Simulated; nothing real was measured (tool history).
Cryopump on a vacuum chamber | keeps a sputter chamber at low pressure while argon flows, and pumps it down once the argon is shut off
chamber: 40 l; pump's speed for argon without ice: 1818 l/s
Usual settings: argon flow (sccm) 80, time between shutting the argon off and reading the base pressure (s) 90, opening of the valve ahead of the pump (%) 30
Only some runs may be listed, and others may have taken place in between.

run    hour  argon flow (sccm)  time between shutting the argon off and reading the base pressure (s)  opening of the valve ahead of the pump (%)  pressure while argon flows (Pa)  pressure after the wait (uPa)
  1       0                 80                                                                     90                                          30                           0.2559                           1.43
  2    44.3                 80                                                                     90                                          23                           0.3351                           1.44
  3   110.4                 80                                                                     90                                          23                           0.3332                           1.58
  4   177.3                 80                                                                     90                                          23                           0.3339                           1.62
  5   225.4                 80                                                                     90                                          23                           0.3386                           1.61
  6   261.8                 80                                                                     90                                          23                           0.3377                           1.75
  7   328.6                 80                                                                     90                                          28                           0.2822                           1.77
  8   376.2                 80                                                                     90                                          30                           0.2678                           1.88
  9     423                 80                                                                     90                                          30                           0.2668                           1.88
 10   462.4                 80                                                                    254                                          30                           0.2727                           1.56
 11   492.6                 80                                                                    254                                          30                            0.273                           1.61
 12   541.5                 80                                                                    254                                          30                           0.2736                            1.7
 13   582.9                 81                                                                     90                                          30                             0.28                           2.08
 14     616                 81                                                                    152                                          30                           0.2796                           1.88
 15     678                 78                                                                     22                                          19                            0.412                           3.92
 16     736                 78                                                                     22                                          19                           0.4196                           4.16
 17   798.9                 48                                                                    293                                          22                           0.2269                           2.02
 18   852.5                 49                                                                    295                                          16                           0.3104                           2.16
      876.8  -- pump warmed up, emptied and cooled again
 19   903.7                 47                                                                     80                                          30                            0.148                              2
 20   954.3                 45                                                                     90                                          30                           0.1426                           1.99
 21   988.6                 45                                                                     90                                          30                            0.144                           1.98
 22    1047                 45                                                                     90                                          30                           0.1443                           2.08
 23  1104.4                 80                                                                     46                                          21                           0.3635                           2.74
 24  1133.9                145                                                                    141                                          30                           0.4667                           1.99
 25  1185.5                145                                                                    141                                          30                           0.4743                           2.01
 26  1217.1                145                                                                    141                                          30                           0.4752                           2.07
 27  1284.3                 46                                                                     24                                          30                           0.1511                           3.89
 28  1326.6                 68                                                                     22                                          30                           0.2247                           4.23

3 options for the next run, each taken on its own from the tool as it stands now. Forecast them:
  A  1373.6                 80                                                                    168                                          30                                ?                              ?
  B  1373.6                150                                                                     22                                          28                                ?                              ?
  C  1373.6                 38                                                                    136                                          20                                ?                              ?

run  pressure while argon flows (Pa)  pressure after the wait (uPa)
  A                           0.2687                           2.16
  B                           0.5321                           4.23
  C                           0.1866                           2.28
Had the tool no hidden state, the same runs would have come out as:
run  pressure while argon flows (Pa)  pressure after the wait (uPa)
  A                           0.2496                           0.44
  B                           0.4966                           2.51
  C                           0.1775                           0.57
